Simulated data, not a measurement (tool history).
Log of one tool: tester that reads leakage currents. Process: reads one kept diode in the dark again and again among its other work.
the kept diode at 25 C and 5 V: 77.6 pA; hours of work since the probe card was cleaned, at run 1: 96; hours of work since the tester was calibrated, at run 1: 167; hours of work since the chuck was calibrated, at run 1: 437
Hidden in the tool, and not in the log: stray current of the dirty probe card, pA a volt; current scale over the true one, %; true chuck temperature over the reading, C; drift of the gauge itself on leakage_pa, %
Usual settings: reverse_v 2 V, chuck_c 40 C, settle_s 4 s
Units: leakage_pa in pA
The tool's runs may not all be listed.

| run | hour | reverse_v | chuck_c | settle_s | hours of work since the probe card was cleaned | hours of work since the tester was calibrated | hours of work since the chuck was calibrated | leakage_pa |
|---|---|---|---|---|---|---|---|---|
| 1 | 0 | 2 | 40 | 4 | 96 | 167 | 437 | 139.44 |
| 2 | 31 | 3.84 | 40 | 4 | 112 | 183 | 453 | 188.3 |
| 3 | 49.6 | 4.47 | 40 | 4 | 122 | 193 | 463 | 202.65 |
| 4 | 74.7 | 4.47 | 40 | 4 | 135 | 205 | 476 | 202.76 |
| 5 | 99.2 | 4.47 | 40 | 4 | 147 | 218 | 488 | 202.42 |
| 6 | 130.3 | 4.47 | 40 | 4 | 163 | 234 | 504 | 201.44 |
| 7 | 150.9 | 10.12 | 40 | 4 | 174 | 244 | 515 | 294.38 |
| 8 | 186.7 | 10.12 | 40 | 4 | 192 | 263 | 533 | 295.96 |
| 9 | 206 | 2 | 40 | 4 | 202 | 273 | 543 | 138.66 |
| 10 | 239 | 2 | 40 | 4 | 219 | 290 | 560 | 137.8 |
| 11 | 271.5 | 2 | 40 | 4 | 235 | 306 | 577 | 138.29 |
| 12 | 289.2 | 2 | 40 | 3.77 | 244 | 315 | 586 | 137.81 |
| 13 | 319.3 | 2 | 40 | 3.77 | 260 | 331 | 601 | 138.54 |
| 14 | 358 | 2 | 40 | 3.77 | 280 | 351 | 621 | 138.04 |
| 15 | 388 | 2.59 | 40 | 4 | 295 | 366 | 636 | 155.7 |
| 16 | 410.5 | 2.59 | 40 | 4 | 307 | 377 | 648 | 155.1 |
| 17 | 445.1 | 2.59 | 40 | 4 | 324 | 395 | 665 | 154.61 |
| 18 | 474.2 | 2.59 | 27 | 4 | 339 | 410 | 680 | 63 |
| 19 | 495.4 | 2.59 | 27 | 4 | 350 | 421 | 691 | 62.86 |
| 20 | 532 | 4.07 | 40 | 0.48 | 369 | 440 | 710 | 192.6 |
| 21 | 563.3 | 1.1 | 47 | 1.62 | 385 | 456 | 726 | 163.45 |
| 22 | 599 | 1.1 | 44 | 4.1 | 403 | 474 | 744 | 135.58 |
| 23 | 626.4 | 18.88 | 34 | 0.34 | 417 | 488 | 758 | 278.31 |
| 24 | 644.7 | 18.88 | 29 | 1.45 | 427 | 497 | 768 | 186.9 |
| 25 | 669.8 | 9.1 | 20 | 4.84 | 439 | 510 | 781 | 67.57 |
| 26 | 700.3 | 5.4 | 55 | 4 | 455 | 526 | 796 | 560.29 |
| 27 | 722 | 5.4 | 55 | 4 | 466 | 537 | 807 | 559.55 |
| 28 | 744.3 | 4.94 | 56 | 6.5 | 478 | 548 | 819 | 568.98 |
| 29 | 765.1 | 4.94 | 56 | 6.5 | 488 | 559 | 829 | 569.19 |
| 30 | 795.5 | 4.94 | 56 | 6.5 | 504 | 575 | 845 | 569.58 |
| 31 | 827 | 2.01 | 51 | 4 | 520 | 591 | 861 | 276.98 |
| 32 | 849.1 | 12.74 | 37 | 1.68 | 531 | 602 | 872 | 264.7 |
| 33 | 877.6 | 3.02 | 40 | 4 | 546 | 617 | 887 | 164.56 |
| 34 | 910.9 | 6.54 | 25 | 1.55 | 563 | 634 | 904 | 84.43 |
| 35 | 935.1 | 1.06 | 40 | 1.51 | 575 | 646 | 916 | 100.6 |
| 36 | 958.8 | 9.53 | 31 | 0.78 | 587 | 658 | 929 | 156.28 |
| 37 | 977.4 | 13.98 | 37 | 3.71 | 597 | 668 | 938 | 273.55 |

5 ways to go on from here, each from the tool as it stands after run 37. What would each give?
| A | 1011.8 | 2 | 37 | 5.59 | 615 | 685 | 956 | ? |
| B | 1011.8 | 2.26 | 30 | 3.71 | 615 | 685 | 956 | ? |
| C | 1011.8 | 4.6 | 24 | 4.34 | 615 | 685 | 956 | ? |
| D | 1011.8 | 13.98 | 22 | 3.71 | 615 | 685 | 956 | ? |
| E | 1011.8 | 5.93 | 40 | 4 | 615 | 685 | 956 | ? |

| run | leakage_pa |
|---|---|
| A | 110.04 |
| B | 72 |
| C | 65.07 |
| D | 96.16 |
| E | 223.87 |
Without the tool's hidden state the same runs would have given:
| run | leakage_pa |
|---|---|
| A | 118.03 |
| B | 77.34 |
| C | 69.76 |
| D | 102.21 |
| E | 239.57 |
